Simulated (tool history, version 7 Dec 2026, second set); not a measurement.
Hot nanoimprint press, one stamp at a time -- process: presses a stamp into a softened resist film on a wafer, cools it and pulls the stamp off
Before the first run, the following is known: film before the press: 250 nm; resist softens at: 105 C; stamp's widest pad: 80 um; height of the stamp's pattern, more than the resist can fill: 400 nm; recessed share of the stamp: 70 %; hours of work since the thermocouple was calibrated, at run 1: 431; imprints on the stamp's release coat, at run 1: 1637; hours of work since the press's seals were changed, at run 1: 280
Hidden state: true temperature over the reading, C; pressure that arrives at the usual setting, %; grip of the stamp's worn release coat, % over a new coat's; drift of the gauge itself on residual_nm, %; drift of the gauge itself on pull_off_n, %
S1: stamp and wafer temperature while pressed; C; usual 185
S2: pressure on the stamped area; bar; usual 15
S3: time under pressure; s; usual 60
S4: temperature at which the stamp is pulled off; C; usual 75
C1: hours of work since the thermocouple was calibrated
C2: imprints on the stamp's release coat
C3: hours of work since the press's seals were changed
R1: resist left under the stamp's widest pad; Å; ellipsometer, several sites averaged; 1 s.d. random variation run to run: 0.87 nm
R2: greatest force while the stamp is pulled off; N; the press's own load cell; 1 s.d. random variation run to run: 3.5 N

run 1 day=0 | S1=185 S2=15 S3=60 S4=75 | C1=431 C2=1637 C3=280 | R1=1245 R2=242
-- day=0.796 stamp cleaned and given a new release coat
run 2 day=2.721 | S1=185 S2=15 S3=60 S4=75 | C1=464 C2=113 C3=313 | R1=1243 R2=176
-- day=5.629 plate thermocouple calibrated
run 3 day=6.171 | S1=185 S2=15 S3=60 S4=75 | C1=7 C2=309 C3=356 | R1=1207 R2=181
run 4 day=9.083 | S1=185 S2=15 S3=60 S4=75 | C1=45 C2=481 C3=394 | R1=1209 R2=190
run 5 day=11.15 | S1=189 S2=15 S3=60 S4=75 | C1=72 C2=602 C3=421 | R1=1049 R2=187
run 6 day=12.733 | S1=189 S2=15 S3=60 S4=75 | C1=93 C2=695 C3=442 | R1=1051 R2=197
run 7 day=15.233 | S1=189 S2=15 S3=60 S4=75 | C1=125 C2=842 C3=474 | R1=1063 R2=203
run 8 day=18.629 | S1=185 S2=15 S3=60 S4=75 | C1=170 C2=1042 C3=519 | R1=1237 R2=212
run 9 day=20.2 | S1=185 S2=15 S3=60 S4=75 | C1=190 C2=1135 C3=539 | R1=1239 R2=212
run 10 day=23.738 | S1=187 S2=11 S3=60 S4=67 | C1=236 C2=1343 C3=585 | R1=1332 R2=238
-- day=25.329 press's hydraulic seals changed and the load cell set to zero
run 11 day=26.371 | S1=187 S2=11 S3=60 S4=67 | C1=266 C2=1479 C3=14 | R1=1318 R2=243
run 12 day=28.092 | S1=185 S2=15 S3=41 S4=74 | C1=289 C2=1580 C3=36 | R1=1378 R2=232
-- day=30.05 stamp cleaned and given a new release coat
run 13 day=31.679 | S1=185 S2=15 S3=41 S4=74 | C1=332 C2=96 C3=80 | R1=1411 R2=172
run 14 day=34.833 | S1=185 S2=16.2 S3=60 S4=75 | C1=374 C2=282 C3=121 | R1=1190 R2=181
run 15 day=37.212 | S1=185 S2=16.2 S3=60 S4=75 | C1=405 C2=422 C3=152 | R1=1203 R2=194
run 16 day=39.829 | S1=191 S2=19.6 S3=43 S4=75 | C1=439 C2=576 C3=186 | R1=987 R2=189
run 17 day=42.908 | S1=191 S2=19.6 S3=43 S4=75 | C1=479 C2=757 C3=226 | R1=986 R2=205
-- day=44.779 plate thermocouple calibrated
run 18 day=46.329 | S1=191 S2=19.6 S3=43 S4=75 | C1=20 C2=951 C3=269 | R1=923 R2=197

Each row is a separate what-if for the run after 18, all from the same tool condition, not one after another. Results?
run A day=47.875 | S1=191 S2=15.6 S3=43 S4=75 | C1=40 C2=1042 C3=289 | R1=? R2=?
run B day=47.875 | S1=192 S2=15 S3=105 S4=67 | C1=40 C2=1042 C3=289 | R1=? R2=?
run C day=47.875 | S1=178 S2=15 S3=78 S4=75 | C1=40 C2=1042 C3=289 | R1=? R2=?
run D day=47.875 | S1=188 S2=15 S3=64 S4=81 | C1=40 C2=1042 C3=289 | R1=? R2=?

run=A R1=1061 R2=214
run=B R1=768 R2=222
run=C R1=1442 R2=214
run=D R1=1041 R2=204
The same runs, with their run-to-run variation unchanged, on a tool lacking any hidden condition would have given:
run=A R1=1044 R2=170
run=B R1=756 R2=175
run=C R1=1423 R2=169
run=D R1=1025 R2=162

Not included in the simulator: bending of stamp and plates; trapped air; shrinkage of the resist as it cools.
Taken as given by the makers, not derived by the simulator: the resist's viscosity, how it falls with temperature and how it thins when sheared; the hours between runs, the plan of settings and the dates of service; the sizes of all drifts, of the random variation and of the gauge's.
